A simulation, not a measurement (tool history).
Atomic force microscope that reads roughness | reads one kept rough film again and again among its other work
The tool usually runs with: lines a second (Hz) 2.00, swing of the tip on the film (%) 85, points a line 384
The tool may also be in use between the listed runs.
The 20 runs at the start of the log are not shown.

run	hour	lines a second (Hz)	swing of the tip on the film (%)	points a line	roughness of the kept film (nm (root mean square))
21	607.6	2.00	85	384	3.041
22	646.6	2.00	85	384	2.987
23	669.6	2.42	85	384	2.887
24	701.0	2.15	76	384	3.042
# hour 725.3: new tip fitted
25	741.0	2.15	76	384	3.273
26	775.5	2.15	76	443	3.268
27	811.9	3.94	73	384	3.086
28	830.4	3.94	73	384	3.020
29	864.2	0.91	87	384	3.228
30	900.4	0.91	87	384	3.179
31	942.1	2.15	73	384	3.093
32	971.5	1.10	62	290	3.238
# hour 982.4: new tip fitted
33	1014.8	1.10	62	290	3.477
34	1041.4	2.00	85	461	3.147
35	1072.2	2.00	83	887	3.135
36	1090.3	2.44	76	410	3.134
37	1134.0	2.44	76	410	3.078
38	1172.1	2.44	69	578	3.141
39	1200.9	1.56	78	285	3.102
# hour 1239.5: new tip fitted
40	1244.0	1.56	78	285	3.343
41	1283.1	1.32	85	332	3.242
42	1302.3	2.00	85	953	3.107
43	1323.2	1.76	63	953	3.347

4 ways to go on from here, each from the tool as it stands after run 43. What would each give?
A	1359.0	2.00	81	893	?
B	1359.0	0.63	76	953	?
C	1359.0	2.00	59	384	?
D	1359.0	2.00	81	914	?

run	roughness of the kept film (nm (root mean square))
A	3.086
B	3.351
C	3.334
D	3.089
With no hidden state in the tool, these same runs would have given:
run	roughness of the kept film (nm (root mean square))
A	3.263
B	3.545
C	3.526
D	3.267
